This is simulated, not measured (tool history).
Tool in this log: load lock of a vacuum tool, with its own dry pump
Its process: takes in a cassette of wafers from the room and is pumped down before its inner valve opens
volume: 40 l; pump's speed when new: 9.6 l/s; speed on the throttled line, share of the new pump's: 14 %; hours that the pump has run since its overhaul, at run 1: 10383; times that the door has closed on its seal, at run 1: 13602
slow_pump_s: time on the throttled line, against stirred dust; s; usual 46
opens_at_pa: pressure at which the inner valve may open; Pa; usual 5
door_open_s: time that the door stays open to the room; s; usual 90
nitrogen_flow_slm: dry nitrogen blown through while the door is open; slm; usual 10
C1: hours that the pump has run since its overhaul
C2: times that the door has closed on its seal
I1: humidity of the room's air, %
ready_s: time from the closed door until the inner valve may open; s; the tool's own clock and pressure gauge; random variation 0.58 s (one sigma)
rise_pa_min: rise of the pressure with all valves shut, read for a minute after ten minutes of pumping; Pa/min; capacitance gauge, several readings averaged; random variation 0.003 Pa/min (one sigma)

{"run": 1, "day": 0.0, "slow_pump_s": 46, "opens_at_pa": 5, "door_open_s": 90, "nitrogen_flow_slm": 10, "C1": 10383, "C2": 13602, "I1": 45.2, "ready_s": 85.2, "rise_pa_min": 0.111}
{"run": 2, "day": 10.021, "slow_pump_s": 46, "opens_at_pa": 5, "door_open_s": 90, "nitrogen_flow_slm": 10, "C1": 10624, "C2": 14515, "I1": 45, "ready_s": 85.6, "rise_pa_min": 0.112}
{"run": 3, "day": 15.838, "slow_pump_s": 25, "opens_at_pa": 5, "door_open_s": 90, "nitrogen_flow_slm": 10, "C1": 10764, "C2": 15046, "I1": 47.5, "ready_s": 68.6, "rise_pa_min": 0.129}
{"run": 4, "day": 27.779, "slow_pump_s": 25, "opens_at_pa": 5, "door_open_s": 90, "nitrogen_flow_slm": 10, "C1": 11050, "C2": 16134, "I1": 44.4, "ready_s": 67.9, "rise_pa_min": 0.134}
{"run": 5, "day": 39.917, "slow_pump_s": 46, "opens_at_pa": 5, "door_open_s": 90, "nitrogen_flow_slm": 10, "C1": 11341, "C2": 17240, "I1": 43.5, "ready_s": 86.4, "rise_pa_min": 0.149}
{"run": 6, "day": 52.867, "slow_pump_s": 46, "opens_at_pa": 5, "door_open_s": 90, "nitrogen_flow_slm": 10, "C1": 11652, "C2": 18420, "I1": 42.9, "ready_s": 86.7, "rise_pa_min": 0.158}
{"run": 7, "day": 65.896, "slow_pump_s": 46, "opens_at_pa": 5, "door_open_s": 90, "nitrogen_flow_slm": 10, "C1": 11965, "C2": 19608, "I1": 44.6, "ready_s": 86.3, "rise_pa_min": 0.167}
{"run": 8, "day": 77.325, "slow_pump_s": 46, "opens_at_pa": 5, "door_open_s": 90, "nitrogen_flow_slm": 10, "C1": 12239, "C2": 20650, "I1": 46.7, "ready_s": 87.1, "rise_pa_min": 0.182}
{"run": 9, "day": 86.854, "slow_pump_s": 46, "opens_at_pa": 5, "door_open_s": 90, "nitrogen_flow_slm": 10, "C1": 12468, "C2": 21518, "I1": 43.2, "ready_s": 85.3, "rise_pa_min": 0.187}
{"run": 10, "day": 98.804, "slow_pump_s": 46, "opens_at_pa": 5, "door_open_s": 90, "nitrogen_flow_slm": 10, "C1": 12755, "C2": 22607, "I1": 44.6, "ready_s": 86, "rise_pa_min": 0.197}
{"run": 11, "day": 111.804, "slow_pump_s": 46, "opens_at_pa": 5, "door_open_s": 220, "nitrogen_flow_slm": 10, "C1": 13067, "C2": 23792, "I1": 44.7, "ready_s": 87.9, "rise_pa_min": 0.227}
{"run": 12, "day": 119.071, "slow_pump_s": 46, "opens_at_pa": 5, "door_open_s": 114, "nitrogen_flow_slm": 10, "C1": 13241, "C2": 24455, "I1": 43.5, "ready_s": 87.1, "rise_pa_min": 0.233}
{"run": 13, "day": 128.092, "slow_pump_s": 46, "opens_at_pa": 5, "door_open_s": 114, "nitrogen_flow_slm": 10, "C1": 13458, "C2": 25277, "I1": 43.3, "ready_s": 87.3, "rise_pa_min": 0.232}
{"run": 14, "day": 134.317, "slow_pump_s": 85, "opens_at_pa": 5, "door_open_s": 114, "nitrogen_flow_slm": 10, "C1": 13607, "C2": 25844, "I1": 45.1, "ready_s": 119, "rise_pa_min": 0.24}
{"run": 15, "day": 146.9, "slow_pump_s": 46, "opens_at_pa": 5, "door_open_s": 90, "nitrogen_flow_slm": 10, "C1": 13909, "C2": 26991, "I1": 45.7, "ready_s": 85.9, "rise_pa_min": 0.259}
{"run": 16, "day": 155.638, "slow_pump_s": 46, "opens_at_pa": 5, "door_open_s": 90, "nitrogen_flow_slm": 10, "C1": 14119, "C2": 27788, "I1": 44.5, "ready_s": 87, "rise_pa_min": 0.26}
{"run": 17, "day": 162.296, "slow_pump_s": 46, "opens_at_pa": 5, "door_open_s": 90, "nitrogen_flow_slm": 10, "C1": 14278, "C2": 28394, "I1": 42.7, "ready_s": 87, "rise_pa_min": 0.261}
{"run": 18, "day": 171.075, "slow_pump_s": 46, "opens_at_pa": 5, "door_open_s": 90, "nitrogen_flow_slm": 10, "C1": 14489, "C2": 29195, "I1": 45, "ready_s": 89, "rise_pa_min": 0.277}
{"run": 19, "day": 183.988, "slow_pump_s": 46, "opens_at_pa": 5, "door_open_s": 90, "nitrogen_flow_slm": 31, "C1": 14799, "C2": 30371, "I1": 46.2, "ready_s": 89.2, "rise_pa_min": 0.285}
{"run": 20, "day": 191.958, "slow_pump_s": 44, "opens_at_pa": 5, "door_open_s": 90, "nitrogen_flow_slm": 10, "C1": 14990, "C2": 31098, "I1": 48, "ready_s": 86, "rise_pa_min": 0.302}
{"run": 21, "day": 203.104, "slow_pump_s": 46, "opens_at_pa": 6, "door_open_s": 109, "nitrogen_flow_slm": 11, "C1": 15258, "C2": 32114, "I1": 42.4, "ready_s": 86.9, "rise_pa_min": 0.311}
{"run": 22, "day": 211.238, "slow_pump_s": 46, "opens_at_pa": 5, "door_open_s": 90, "nitrogen_flow_slm": 8, "C1": 15453, "C2": 32855, "I1": 42.5, "ready_s": 89, "rise_pa_min": 0.325}
{"run": 23, "day": 219.875, "slow_pump_s": 46, "opens_at_pa": 5, "door_open_s": 90, "nitrogen_flow_slm": 24, "C1": 15660, "C2": 33643, "I1": 45.3, "ready_s": 87.8, "rise_pa_min": 0.325}
{"run": 24, "day": 228.054, "slow_pump_s": 46, "opens_at_pa": 6, "door_open_s": 90, "nitrogen_flow_slm": 19, "C1": 15857, "C2": 34388, "I1": 44.4, "ready_s": 86.5, "rise_pa_min": 0.34}
{"run": 25, "day": 240.608, "slow_pump_s": 46, "opens_at_pa": 6, "door_open_s": 90, "nitrogen_flow_slm": 19, "C1": 16158, "C2": 35532, "I1": 45.1, "ready_s": 87, "rise_pa_min": 0.364}
{"run": 26, "day": 249.938, "slow_pump_s": 46, "opens_at_pa": 6, "door_open_s": 38, "nitrogen_flow_slm": 19, "C1": 16382, "C2": 36382, "I1": 41.9, "ready_s": 87.8, "rise_pa_min": 0.361}
{"run": 27, "day": 263.021, "slow_pump_s": 80, "opens_at_pa": 9, "door_open_s": 90, "nitrogen_flow_slm": 10, "C1": 16696, "C2": 37575, "I1": 46.9, "ready_s": 114, "rise_pa_min": 0.396}
{"run": 28, "day": 272.888, "slow_pump_s": 80, "opens_at_pa": 4, "door_open_s": 50, "nitrogen_flow_slm": 5, "C1": 16933, "C2": 38474, "I1": 46.7, "ready_s": 119.4, "rise_pa_min": 0.409}
{"run": 29, "day": 284.196, "slow_pump_s": 80, "opens_at_pa": 4, "door_open_s": 50, "nitrogen_flow_slm": 5, "C1": 17204, "C2": 39505, "I1": 43.8, "ready_s": 118.3, "rise_pa_min": 0.43}
{"run": 30, "day": 291.838, "slow_pump_s": 80, "opens_at_pa": 4, "door_open_s": 50, "nitrogen_flow_slm": 5, "C1": 17388, "C2": 40202, "I1": 48.2, "ready_s": 119.3, "rise_pa_min": 0.44}
{"day": 295.7, "done": "door's seal changed, seat wiped"}
{"run": 31, "day": 299.804, "slow_pump_s": 29, "opens_at_pa": 5, "door_open_s": 82, "nitrogen_flow_slm": 10, "C1": 17577, "C2": 374, "I1": 47.2, "ready_s": 74.7, "rise_pa_min": 0.045}
{"run": 32, "day": 305.533, "slow_pump_s": 29, "opens_at_pa": 4, "door_open_s": 82, "nitrogen_flow_slm": 36, "C1": 17715, "C2": 896, "I1": 49.8, "ready_s": 76.5, "rise_pa_min": 0.031}
{"run": 33, "day": 317.692, "slow_pump_s": 72, "opens_at_pa": 5, "door_open_s": 90, "nitrogen_flow_slm": 7, "C1": 18007, "C2": 2004, "I1": 45.7, "ready_s": 111.1, "rise_pa_min": 0.053}
{"run": 34, "day": 328.358, "slow_pump_s": 46, "opens_at_pa": 5, "door_open_s": 90, "nitrogen_flow_slm": 31, "C1": 18263, "C2": 2976, "I1": 47, "ready_s": 89.6, "rise_pa_min": 0.036}
{"run": 35, "day": 336.179, "slow_pump_s": 46, "opens_at_pa": 5, "door_open_s": 90, "nitrogen_flow_slm": 19, "C1": 18450, "C2": 3689, "I1": 41.6, "ready_s": 90.9, "rise_pa_min": 0.043}
{"run": 36, "day": 347.242, "slow_pump_s": 71, "opens_at_pa": 4, "door_open_s": 26, "nitrogen_flow_slm": 12, "C1": 18716, "C2": 4698, "I1": 44.2, "ready_s": 112.4, "rise_pa_min": 0.043}

Some steps in ready_s, run to run, broken into two amounts with sign: the step expected even without the hidden condition (settings, incoming material, random variation), and the rest, left for the hidden condition together with whatever gauge scatter is not in both the measured and the hidden-condition-free result:
The tool's hidden condition here consists of: pump's speed, % of a new pump's; leak at the door's seal, Pa l/s; drift of the gauge itself on ready_s, %; drift of the gauge itself on rise_pa_min, %.
Run 14 -> 15: slow_pump_s 85 -> 46, door_open_s 114 -> 90. ready_s -33.1 s: hidden state +0.9, all else -34.
Run 26 -> 27: slow_pump_s 46 -> 80, opens_at_pa 6 -> 9, door_open_s 38 -> 90, nitrogen_flow_slm 19 -> 10. ready_s +26.2 s: hidden state -1.2, all else +27.4.
Run 30 -> 31: slow_pump_s 80 -> 29, opens_at_pa 4 -> 5, door_open_s 50 -> 82, nitrogen_flow_slm 5 -> 10, door's seal changed, seat wiped. ready_s -44.6 s: hidden state +1.1, all else -45.7.
Run 32 -> 33: slow_pump_s 29 -> 72, opens_at_pa 4 -> 5, door_open_s 82 -> 90, nitrogen_flow_slm 36 -> 7. ready_s +34.6 s: hidden state -1.3, all else +35.9.

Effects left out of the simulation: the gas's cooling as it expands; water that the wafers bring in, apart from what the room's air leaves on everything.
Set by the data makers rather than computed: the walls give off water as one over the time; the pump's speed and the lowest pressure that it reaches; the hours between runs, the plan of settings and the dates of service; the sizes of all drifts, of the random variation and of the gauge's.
